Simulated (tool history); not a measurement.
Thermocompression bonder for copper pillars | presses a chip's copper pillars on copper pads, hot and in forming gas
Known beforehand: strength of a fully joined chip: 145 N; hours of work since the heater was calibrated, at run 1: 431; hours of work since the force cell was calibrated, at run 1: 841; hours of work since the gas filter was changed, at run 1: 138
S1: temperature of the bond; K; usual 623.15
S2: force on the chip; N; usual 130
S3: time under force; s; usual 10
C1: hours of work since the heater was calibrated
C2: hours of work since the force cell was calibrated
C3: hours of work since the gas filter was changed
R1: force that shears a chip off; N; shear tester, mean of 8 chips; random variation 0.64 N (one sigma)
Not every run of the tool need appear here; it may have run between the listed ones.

| run | hour | S1 | S2 | S3 | C1 | C2 | C3 | R1 |
|---|---|---|---|---|---|---|---|---|
| 1 | 0 | 623.15 | 130 | 10 | 431 | 841 | 138 | 66.4 |
| 2 | 8.2 | 623.15 | 130 | 10 | 436 | 846 | 144 | 66.5 |
| 3 | 24.4 | 623.15 | 130 | 10 | 446 | 856 | 154 | 66.9 |
| 4 | 34.1 | 623.15 | 130 | 10 | 452 | 862 | 160 | 65.8 |
| 5 | 41.7 | 623.15 | 130 | 10 | 457 | 867 | 165 | 65.4 |
| 6 | 52.1 | 623.15 | 130 | 10 | 464 | 874 | 172 | 66.3 |
| 7 | 69.1 | 623.15 | 130 | 10 | 475 | 885 | 183 | 66.4 |
| 8 | 87.4 | 623.15 | 130 | 10 | 487 | 897 | 195 | 65.6 |
| 9 | 99.1 | 623.15 | 130 | 10 | 494 | 904 | 202 | 65.3 |
| 10 | 115.4 | 623.15 | 130 | 10 | 505 | 915 | 213 | 65.6 |
| 11 | 128 | 623.15 | 130 | 8 | 513 | 923 | 221 | 59.8 |
| 12 | 140 | 649.15 | 150 | 10 | 520 | 930 | 228 | 90.2 |
| 13 | 153.7 | 649.15 | 150 | 10 | 529 | 939 | 237 | 90.6 |
| 14 | 163.1 | 649.15 | 191 | 10 | 535 | 945 | 243 | 104.1 |
| 15 | 178.5 | 620.15 | 191 | 7 | 545 | 955 | 253 | 74.4 |

5 ways to go on from here, each from the tool as it stands after run 15. What would each give?
| A | 187.9 | 614.15 | 191 | 14 | 551 | 961 | 259 | ? |
| B | 187.9 | 647.15 | 80 | 8 | 551 | 961 | 259 | ? |
| C | 187.9 | 612.15 | 136 | 7 | 551 | 961 | 259 | ? |
| D | 187.9 | 599.15 | 191 | 6 | 551 | 961 | 259 | ? |
| E | 187.9 | 653.15 | 86 | 17 | 551 | 961 | 259 | ? |

| run | R1 |
|---|---|
| A | 87 |
| B | 51.2 |
| C | 50.5 |
| D | 55.1 |
| E | 76.1 |
Without the tool's hidden state the same runs would have given:
| run | R1 |
|---|---|
| A | 91.2 |
| B | 53.1 |
| C | 52.5 |
| D | 57.3 |
| E | 79.4 |
